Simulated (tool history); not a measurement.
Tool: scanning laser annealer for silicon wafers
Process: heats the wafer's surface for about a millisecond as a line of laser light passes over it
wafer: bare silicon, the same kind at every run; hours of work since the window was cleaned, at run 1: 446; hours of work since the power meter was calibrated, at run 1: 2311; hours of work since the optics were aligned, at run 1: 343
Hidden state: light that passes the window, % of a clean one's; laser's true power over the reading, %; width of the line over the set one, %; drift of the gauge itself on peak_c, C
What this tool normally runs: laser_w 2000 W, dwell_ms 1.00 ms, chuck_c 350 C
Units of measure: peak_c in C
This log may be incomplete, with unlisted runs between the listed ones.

run    hour  laser_w  dwell_ms  chuck_c  hours of work since the window was cleaned  hours of work since the power meter was calibrated  hours of work since the optics were aligned  peak_c
  1     0.0     2000      1.00      350                                         446                                                2311                                          343    1109
  2    69.8     2000      1.00      350                                         488                                                2353                                          385    1109
  3   158.7     2000      1.00      385                                         541                                                2407                                          438    1143
      195.8  -- window over the wafer cleaned
  4   251.1     2000      1.00      319                                          33                                                2462                                          493    1075
  5   310.8     2000      1.00      350                                          69                                                2498                                          529    1104
  6   354.2     2000      1.00      350                                          96                                                2524                                          555    1106
  7   445.4     2000      1.00      350                                         151                                                2579                                          610    1105
  8   516.7     2000      1.00      350                                         194                                                2622                                          653    1109
  9   577.3     2000      1.00      350                                         230                                                2658                                          690    1107
 10   634.0     2000      1.00      350                                         264                                                2692                                          724    1108
 11   691.2     2000      1.00      350                                         299                                                2727                                          758    1108
 12   734.1     2194      1.00      350                                         325                                                2753                                          784    1202
 13   794.7     1771      1.15      320                                         361                                                2789                                          821    1024
 14   855.9     2060      0.97      370                                         398                                                2826                                          858    1142
      872.1  -- optics aligned, line set to its width
 15   911.4     1782      0.82      335                                         429                                                2857                                           24     919
 16   978.3     1782      0.82      335                                         469                                                2897                                           64     916
 17  1052.7     1782      0.82      335                                         514                                                2942                                          109     916
     1135.4  -- window over the wafer cleaned
 18  1135.4     1782      0.82      335                                           0                                                2991                                          158     915
 19  1194.0     1782      0.82      361                                          35                                                3026                                          193     944
 20  1288.9     1782      0.82      361                                          93                                                3083                                          250     943
 21  1341.9     2072      1.00      350                                         125                                                3115                                          282    1144
 22  1444.5     1813      0.76      323                                         186                                                3177                                          344     894
 23  1526.4     1813      0.76      323                                         236                                                3226                                          393     893

Consider 3 possible next runs. They are alternatives, not a sequence: every one starts from the tool as it was left by run 23. What does each give?
  A  1581.5     1883      1.14      350                                         269                                                3260                                          427       ?
  B  1581.5     2000      0.90      350                                         269                                                3260                                          427       ?
  C  1581.5     2051      1.00      350                                         269                                                3260                                          427       ?

run  peak_c
  A    1109
  B    1066
  C    1131
Stripped of hidden state, with their random variation kept, the same runs would have yielded:
run  peak_c
  A    1109
  B    1066
  C    1131

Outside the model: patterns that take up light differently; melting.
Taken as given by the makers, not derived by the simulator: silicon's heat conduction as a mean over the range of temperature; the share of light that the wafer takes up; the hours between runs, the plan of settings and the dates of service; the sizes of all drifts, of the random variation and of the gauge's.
